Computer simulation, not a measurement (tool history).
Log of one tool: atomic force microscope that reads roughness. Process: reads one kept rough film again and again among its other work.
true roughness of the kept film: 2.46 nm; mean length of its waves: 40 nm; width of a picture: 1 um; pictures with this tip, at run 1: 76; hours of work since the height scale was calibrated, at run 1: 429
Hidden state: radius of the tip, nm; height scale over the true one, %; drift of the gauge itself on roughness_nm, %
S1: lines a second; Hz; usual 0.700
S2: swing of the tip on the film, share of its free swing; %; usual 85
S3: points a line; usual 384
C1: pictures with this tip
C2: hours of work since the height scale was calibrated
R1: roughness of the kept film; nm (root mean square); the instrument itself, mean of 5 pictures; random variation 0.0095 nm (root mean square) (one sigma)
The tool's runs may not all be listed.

run 1 day=0.000 | S1=0.700 S2=85 S3=384 | C1=76 C2=429 | R1=2.021
run 2 day=1.592 | S1=0.700 S2=85 S3=384 | C1=107 C2=448 | R1=1.977
run 3 day=2.471 | S1=0.700 S2=58 S3=384 | C1=123 C2=458 | R1=2.083
run 4 day=3.488 | S1=0.617 S2=85 S3=384 | C1=143 C2=470 | R1=1.956
run 5 day=4.783 | S1=0.617 S2=85 S3=384 | C1=168 C2=486 | R1=1.927
run 6 day=5.542 | S1=0.617 S2=85 S3=384 | C1=182 C2=495 | R1=1.915
-- day=5.712 height scale calibrated on a step standard
run 7 day=7.125 | S1=0.617 S2=85 S3=384 | C1=212 C2=17 | R1=1.899
run 8 day=7.879 | S1=0.617 S2=85 S3=384 | C1=227 C2=26 | R1=1.855
-- day=9.012 height scale calibrated on a step standard, once more
run 9 day=9.500 | S1=0.700 S2=85 S3=384 | C1=257 C2=6 | R1=1.821
-- day=10.500 new tip fitted
run 10 day=10.721 | S1=0.700 S2=85 S3=384 | C1=4 C2=20 | R1=2.142
run 11 day=11.875 | S1=0.700 S2=85 S3=384 | C1=26 C2=34 | R1=2.113
run 12 day=13.358 | S1=2.538 S2=79 S3=648 | C1=55 C2=52 | R1=1.862
run 13 day=14.788 | S1=2.538 S2=79 S3=648 | C1=82 C2=69 | R1=1.826
run 14 day=16.017 | S1=2.538 S2=79 S3=648 | C1=106 C2=84 | R1=1.808
run 15 day=17.675 | S1=0.689 S2=88 S3=621 | C1=138 C2=104 | R1=1.979
run 16 day=18.721 | S1=0.902 S2=70 S3=399 | C1=158 C2=116 | R1=2.001

5 ways to go on from here, each from the tool as it stands after run 16. What would each give?
run A day=19.933 | S1=1.758 S2=70 S3=399 | C1=181 C2=131 | R1=?
run B day=19.933 | S1=1.552 S2=77 S3=384 | C1=181 C2=131 | R1=?
run C day=19.933 | S1=1.464 S2=86 S3=937 | C1=181 C2=131 | R1=?
run D day=19.933 | S1=0.751 S2=88 S3=384 | C1=181 C2=131 | R1=?
run E day=19.933 | S1=2.393 S2=70 S3=299 | C1=181 C2=131 | R1=?

run=A R1=1.889
run=B R1=1.856
run=C R1=1.775
run=D R1=1.868
run=E R1=1.855
Without the tool's hidden state the same runs would have given:
run=A R1=2.120
run=B R1=2.082
run=C R1=1.993
run=D R1=2.098
run=E R1=2.083

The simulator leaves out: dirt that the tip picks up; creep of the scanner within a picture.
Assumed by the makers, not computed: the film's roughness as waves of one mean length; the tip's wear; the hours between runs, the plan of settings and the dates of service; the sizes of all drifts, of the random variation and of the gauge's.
